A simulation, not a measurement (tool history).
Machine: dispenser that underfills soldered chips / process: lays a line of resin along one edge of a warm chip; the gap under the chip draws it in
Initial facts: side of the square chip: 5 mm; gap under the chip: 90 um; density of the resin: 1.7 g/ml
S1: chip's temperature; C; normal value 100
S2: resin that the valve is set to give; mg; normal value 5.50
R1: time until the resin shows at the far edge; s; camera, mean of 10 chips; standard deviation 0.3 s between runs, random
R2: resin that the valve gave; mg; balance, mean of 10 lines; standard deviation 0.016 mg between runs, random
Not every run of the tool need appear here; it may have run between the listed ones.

run 1 day=0.000 | S1=100 S2=5.50 | R1=13.5 R2=5.28
-- day=0.158 new syringe of resin
run 2 day=0.267 | S1=100 S2=5.50 | R1=11.9 R2=5.27
run 3 day=0.479 | S1=100 S2=5.50 | R1=14.0 R2=5.25
-- day=0.592 new syringe of resin
run 4 day=0.771 | S1=100 S2=5.50 | R1=12.5 R2=5.24
run 5 day=0.967 | S1=100 S2=5.50 | R1=14.2 R2=5.22
-- day=1.017 new syringe of resin
run 6 day=1.292 | S1=100 S2=5.50 | R1=13.3 R2=5.21
-- day=1.442 new syringe of resin
run 7 day=1.442 | S1=100 S2=5.34 | R1=11.6 R2=5.07
run 8 day=1.650 | S1=100 S2=5.34 | R1=13.0 R2=5.08
run 9 day=1.817 | S1=112 S2=5.50 | R1=8.3 R2=5.18
-- day=1.871 new syringe of resin
run 10 day=2.054 | S1=96 S2=5.50 | R1=14.6 R2=5.16
-- day=2.117 dispensing valve cleaned and set on the balance
run 11 day=2.275 | S1=96 S2=5.50 | R1=17.3 R2=5.49
-- day=2.346 new syringe of resin
run 12 day=2.454 | S1=96 S2=5.50 | R1=14.0 R2=5.48
run 13 day=2.583 | S1=96 S2=5.50 | R1=15.6 R2=5.47
run 14 day=2.721 | S1=106 S2=4.93 | R1=11.5 R2=4.90
-- day=2.779 new syringe of resin
run 15 day=2.921 | S1=87 S2=5.62 | R1=23.0 R2=5.57
run 16 day=3.138 | S1=87 S2=5.62 | R1=26.4 R2=5.55
-- day=3.212 new syringe of resin
run 17 day=3.283 | S1=89 S2=5.64 | R1=19.5 R2=5.57
run 18 day=3.442 | S1=100 S2=6.83 | R1=12.8 R2=6.74
-- day=3.650 new syringe of resin
run 19 day=3.675 | S1=114 S2=5.08 | R1=6.2 R2=4.99
run 20 day=3.817 | S1=99 S2=5.82 | R1=12.7 R2=5.74
run 21 day=4.033 | S1=98 S2=5.50 | R1=16.3 R2=5.39
-- day=4.083 new syringe of resin
run 22 day=4.271 | S1=98 S2=5.50 | R1=13.7 R2=5.36
-- day=4.504 new syringe of resin
run 23 day=4.550 | S1=98 S2=5.50 | R1=13.5 R2=5.38
run 24 day=4.817 | S1=98 S2=5.50 | R1=15.5 R2=5.39

What if the next run were any one of these 4? Each begins from the tool's condition after run 24:
-- day=4.946 new syringe of resin
run A day=5.021 | S1=95 S2=5.50 | R1=? R2=?
-- day=4.946 new syringe of resin
run B day=5.021 | S1=95 S2=6.76 | R1=? R2=?
-- day=4.946 new syringe of resin
run C day=5.021 | S1=98 S2=5.02 | R1=? R2=?
-- day=4.946 new syringe of resin
run D day=5.021 | S1=107 S2=5.36 | R1=? R2=?

run=A R1=15.3 R2=5.36
run=B R1=14.8 R2=6.57
run=C R1=13.1 R2=4.87
run=D R1=8.8 R2=5.22
With the hidden condition removed and each run's random variation left untouched, the same runs would have given:
run=A R1=13.9 R2=5.52
run=B R1=13.6 R2=6.76
run=C R1=11.9 R2=5.01
run=D R1=8.0 R2=5.37

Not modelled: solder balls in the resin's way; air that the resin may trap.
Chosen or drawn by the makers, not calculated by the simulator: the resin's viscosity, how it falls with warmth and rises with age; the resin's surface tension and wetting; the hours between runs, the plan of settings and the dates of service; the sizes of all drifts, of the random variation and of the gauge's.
